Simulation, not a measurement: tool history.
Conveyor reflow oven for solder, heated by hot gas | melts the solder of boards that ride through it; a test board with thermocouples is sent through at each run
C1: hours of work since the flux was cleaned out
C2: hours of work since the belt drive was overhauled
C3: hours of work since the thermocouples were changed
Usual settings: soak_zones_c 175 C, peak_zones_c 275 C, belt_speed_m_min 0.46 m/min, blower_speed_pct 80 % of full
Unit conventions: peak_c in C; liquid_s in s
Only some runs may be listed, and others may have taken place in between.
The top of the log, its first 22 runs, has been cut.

{"hour": 1601.9, "done": "flux residue cleaned out of gas plates and filters"}
{"run": 23, "hour": 1602.2, "soak_zones_c": 182, "peak_zones_c": 281, "belt_speed_m_min": 0.386, "blower_speed_pct": 64, "C1": 0, "C2": 1365, "C3": 531, "peak_c": 272.5, "liquid_s": 116.4}
{"run": 24, "hour": 1674.5, "soak_zones_c": 182, "peak_zones_c": 281, "belt_speed_m_min": 0.386, "blower_speed_pct": 64, "C1": 30, "C2": 1394, "C3": 560, "peak_c": 272.3, "liquid_s": 116}
{"run": 25, "hour": 1766.1, "soak_zones_c": 182, "peak_zones_c": 281, "belt_speed_m_min": 0.386, "blower_speed_pct": 64, "C1": 67, "C2": 1432, "C3": 598, "peak_c": 272.4, "liquid_s": 116.4}
{"run": 26, "hour": 1818.8, "soak_zones_c": 183, "peak_zones_c": 275, "belt_speed_m_min": 0.505, "blower_speed_pct": 50, "C1": 89, "C2": 1453, "C3": 620, "peak_c": 254.6, "liquid_s": 75.5}
{"run": 27, "hour": 1888.3, "soak_zones_c": 175, "peak_zones_c": 275, "belt_speed_m_min": 0.482, "blower_speed_pct": 80, "C1": 117, "C2": 1482, "C3": 648, "peak_c": 264.3, "liquid_s": 85.5}
{"run": 28, "hour": 1951.6, "soak_zones_c": 175, "peak_zones_c": 275, "belt_speed_m_min": 0.482, "blower_speed_pct": 80, "C1": 143, "C2": 1508, "C3": 674, "peak_c": 263.2, "liquid_s": 85.1}
{"run": 29, "hour": 2037.2, "soak_zones_c": 175, "peak_zones_c": 283, "belt_speed_m_min": 0.482, "blower_speed_pct": 50, "C1": 178, "C2": 1543, "C3": 709, "peak_c": 261.4, "liquid_s": 81.4}
{"run": 30, "hour": 2080.2, "soak_zones_c": 175, "peak_zones_c": 283, "belt_speed_m_min": 0.482, "blower_speed_pct": 50, "C1": 196, "C2": 1560, "C3": 727, "peak_c": 261.5, "liquid_s": 81.8}

3 ways to go on from here, each from the tool as it stands after run 30. What would each give?
{"run": "A", "hour": 2126.1, "soak_zones_c": 163, "peak_zones_c": 275, "belt_speed_m_min": 0.457, "blower_speed_pct": 80, "C1": 215, "C2": 1579, "C3": 745, "peak_c": "?", "liquid_s": "?"}
{"run": "B", "hour": 2126.1, "soak_zones_c": 188, "peak_zones_c": 283, "belt_speed_m_min": 0.482, "blower_speed_pct": 83, "C1": 215, "C2": 1579, "C3": 745, "peak_c": "?", "liquid_s": "?"}
{"run": "C", "hour": 2126.1, "soak_zones_c": 165, "peak_zones_c": 275, "belt_speed_m_min": 0.406, "blower_speed_pct": 59, "C1": 215, "C2": 1579, "C3": 745, "peak_c": "?", "liquid_s": "?"}

run=A peak_c=263.8 liquid_s=85.6
run=B peak_c=272.8 liquid_s=96.6
run=C peak_c=261.7 liquid_s=95.4
With no hidden state in the tool, these same runs would have given:
run=A peak_c=263.8 liquid_s=85.6
run=B peak_c=272.8 liquid_s=96.6
run=C peak_c=261.7 liquid_s=95.3

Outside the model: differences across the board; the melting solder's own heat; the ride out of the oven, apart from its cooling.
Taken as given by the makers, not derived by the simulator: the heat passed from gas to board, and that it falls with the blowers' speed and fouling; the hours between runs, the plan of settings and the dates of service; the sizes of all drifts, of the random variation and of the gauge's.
